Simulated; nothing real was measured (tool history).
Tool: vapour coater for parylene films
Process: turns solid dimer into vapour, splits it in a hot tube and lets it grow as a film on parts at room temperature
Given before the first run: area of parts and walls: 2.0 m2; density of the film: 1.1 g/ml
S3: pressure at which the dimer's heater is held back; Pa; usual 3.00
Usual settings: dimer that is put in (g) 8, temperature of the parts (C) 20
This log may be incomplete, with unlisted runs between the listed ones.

Run 1, hour 0.0: usual settings. Result: thickness of the film (µm) 2.285.
Run 2, hour 43.3: usual settings but temperature of the parts (C) 14. Result: thickness of the film (µm) 3.019.
Run 3, hour 65.1: usual settings but temperature of the parts (C) 14. Result: thickness of the film (µm) 3.017.
Run 4, hour 108.6: usual settings. Result: thickness of the film (µm) 2.264.
Run 5, hour 149.5: usual settings. Result: thickness of the film (µm) 2.274.
Run 6, hour 178.7: usual settings. Result: thickness of the film (µm) 2.264.
Run 7, hour 201.7: usual settings. Result: thickness of the film (µm) 2.259.
Run 8, hour 244.4: usual settings. Result: thickness of the film (µm) 2.263.
Run 9, hour 276.5: usual settings but dimer that is put in (g) 7. Result: thickness of the film (µm) 1.980.
Run 10, hour 295.7: usual settings but dimer that is put in (g) 7, temperature of the parts (C) 23. Result: thickness of the film (µm) 1.725.
Run 11, hour 328.1: usual settings but dimer that is put in (g) 7, temperature of the parts (C) 23. Result: thickness of the film (µm) 1.707.
Run 12, hour 359.8: usual settings. Result: thickness of the film (µm) 2.253.
At hour 375.2: trap's valve overhauled.
Run 13, hour 400.9: usual settings. Result: thickness of the film (µm) 2.192.
Run 14, hour 430.5: usual settings. Result: thickness of the film (µm) 2.212.
Run 15, hour 451.1: usual settings. Result: thickness of the film (µm) 2.213.
Run 16, hour 494.3: usual settings but S3 2.30 Pa. Result: thickness of the film (µm) 2.311.
Run 17, hour 518.5: usual settings but dimer that is put in (g) 7. Result: thickness of the film (µm) 1.935.
At hour 532.5: trap's valve overhauled, once more.
Run 18, hour 563.6: usual settings. Result: thickness of the film (µm) 2.361.
Run 19, hour 603.6: usual settings but dimer that is put in (g) 4. Result: thickness of the film (µm) 1.187.
Run 20, hour 627.9: usual settings but dimer that is put in (g) 4. Result: thickness of the film (µm) 1.178.
Run 21, hour 653.6: usual settings but dimer that is put in (g) 10, temperature of the parts (C) 14, S3 6.18 Pa. Result: thickness of the film (µm) 3.409.
Run 22, hour 672.0: usual settings but dimer that is put in (g) 10, temperature of the parts (C) 22, S3 3.52 Pa. Result: thickness of the film (µm) 2.586.
Run 23, hour 712.8: usual settings but dimer that is put in (g) 5, temperature of the parts (C) 22, S3 11.33 Pa. Result: thickness of the film (µm) 1.044.
Run 24, hour 742.7: usual settings but dimer that is put in (g) 11, temperature of the parts (C) 22, S3 11.33 Pa. Result: thickness of the film (µm) 2.290.
Run 25, hour 781.3: usual settings but dimer that is put in (g) 11, temperature of the parts (C) 22, S3 2.47 Pa. Result: thickness of the film (µm) 3.056.
Run 26, hour 805.6: usual settings but dimer that is put in (g) 5, temperature of the parts (C) 28, S3 8.35 Pa. Result: thickness of the film (µm) 0.839.
Run 27, hour 832.8: usual settings but dimer that is put in (g) 5, temperature of the parts (C) 28, S3 8.35 Pa. Result: thickness of the film (µm) 0.831.
Run 28, hour 857.8: usual settings but dimer that is put in (g) 6, temperature of the parts (C) 29. Result: thickness of the film (µm) 1.139.
Run 29, hour 889.3: usual settings but dimer that is put in (g) 6, temperature of the parts (C) 29. Result: thickness of the film (µm) 1.156.
Run 30, hour 931.5: usual settings but temperature of the parts (C) 13. Result: thickness of the film (µm) 3.264.
Run 31, hour 951.4: usual settings but temperature of the parts (C) 13. Result: thickness of the film (µm) 3.237.
Run 32, hour 984.2: usual settings but temperature of the parts (C) 13. Result: thickness of the film (µm) 3.241.
Run 33, hour 1015.6: usual settings but dimer that is put in (g) 9, temperature of the parts (C) 13, S3 6.77 Pa. Result: thickness of the film (µm) 3.122.
Run 34, hour 1049.0: usual settings but dimer that is put in (g) 9, temperature of the parts (C) 13, S3 6.77 Pa. Result: thickness of the film (µm) 3.126.
Run 35, hour 1076.5: usual settings but dimer that is put in (g) 9, temperature of the parts (C) 13, S3 6.77 Pa. Result: thickness of the film (µm) 3.113.

Predict each of these 4 candidate next runs independently; none follows another, all start after run 35:
Run A, hour 1101.6: usual settings but S3 8.06 Pa. Result: thickness of the film (µm) ?.
Run B, hour 1101.6: usual settings but dimer that is put in (g) 6, temperature of the parts (C) 19. Result: thickness of the film (µm) ?.
Run C, hour 1101.6: usual settings but dimer that is put in (g) 7, temperature of the parts (C) 13, S3 2.79 Pa. Result: thickness of the film (µm) ?.
Run D, hour 1101.6: usual settings but dimer that is put in (g) 7, temperature of the parts (C) 13, S3 6.77 Pa. Result: thickness of the film (µm) ?.

run  thickness of the film (µm)
  A                       1.936
  B                       1.819
  C                       2.858
  D                       2.430
With the hidden condition removed and each run's random variation left untouched, the same runs would have given:
run  thickness of the film (µm)
  A                       1.939
  B                       1.822
  C                       2.863
  D                       2.434
